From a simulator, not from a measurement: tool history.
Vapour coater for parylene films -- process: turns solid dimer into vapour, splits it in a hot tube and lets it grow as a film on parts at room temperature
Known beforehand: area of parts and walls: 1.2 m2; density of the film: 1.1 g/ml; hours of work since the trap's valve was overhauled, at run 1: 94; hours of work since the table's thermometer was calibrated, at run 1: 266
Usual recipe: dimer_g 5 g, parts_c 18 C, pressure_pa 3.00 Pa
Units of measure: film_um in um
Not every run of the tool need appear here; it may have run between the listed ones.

| run | hour | dimer_g | parts_c | pressure_pa | hours of work since the trap's valve was overhauled | hours of work since the table's thermometer was calibrated | film_um |
|---|---|---|---|---|---|---|---|
| 1 | 0.0 | 5 | 18 | 3.00 | 94 | 266 | 1.93 |
| 2 | 13.3 | 5 | 18 | 3.00 | 101 | 273 | 1.98 |
| 3 | 20.3 | 5 | 18 | 3.00 | 105 | 278 | 1.92 |
| 4 | 28.5 | 5 | 18 | 3.65 | 110 | 282 | 1.89 |
| 5 | 40.7 | 5 | 18 | 3.65 | 117 | 289 | 1.85 |
| 6 | 56.9 | 5 | 18 | 3.65 | 126 | 299 | 1.87 |
| 7 | 70.2 | 5 | 18 | 4.10 | 134 | 306 | 1.82 |
| 8 | 80.4 | 5 | 18 | 4.10 | 140 | 312 | 1.80 |
| 9 | 89.2 | 5 | 18 | 8.57 | 145 | 317 | 1.58 |
| 10 | 104.5 | 5 | 18 | 8.57 | 154 | 326 | 1.61 |
| 11 | 117.7 | 3 | 14 | 5.20 | 162 | 334 | 1.25 |
| 12 | 124.4 | 4 | 12 | 2.22 | 166 | 338 | 2.17 |
| 13 | 135.9 | 5 | 16 | 2.94 | 172 | 344 | 2.14 |
| 14 | 144.4 | 5 | 16 | 2.94 | 177 | 349 | 2.11 |
| 15 | 159.3 | 5 | 17 | 2.12 | 186 | 358 | 2.18 |
| 16 | 174.3 | 8 | 12 | 2.12 | 194 | 367 | 4.35 |
| 17 | 189.0 | 8 | 14 | 2.12 | 203 | 375 | 3.96 |
| 18 | 205.4 | 8 | 14 | 2.12 | 212 | 385 | 3.97 |
| 19 | 220.0 | 4 | 14 | 2.12 | 221 | 393 | 1.93 |

Consider 3 possible next runs. They are alternatives, not a sequence: every one starts from the tool as it was left by run 19. What does each give?
| A | 230.4 | 5 | 18 | 3.64 | 227 | 399 | ? |
| B | 230.4 | 4 | 14 | 4.60 | 227 | 399 | ? |
| C | 230.4 | 4 | 14 | 2.17 | 227 | 399 | ? |

| run | film_um |
|---|---|
| A | 1.88 |
| B | 1.71 |
| C | 1.94 |
The same runs, with their run-to-run variation unchanged, on a tool lacking any hidden condition would have given:
| run | film_um |
|---|---|
| A | 1.88 |
| B | 1.72 |
| C | 1.94 |
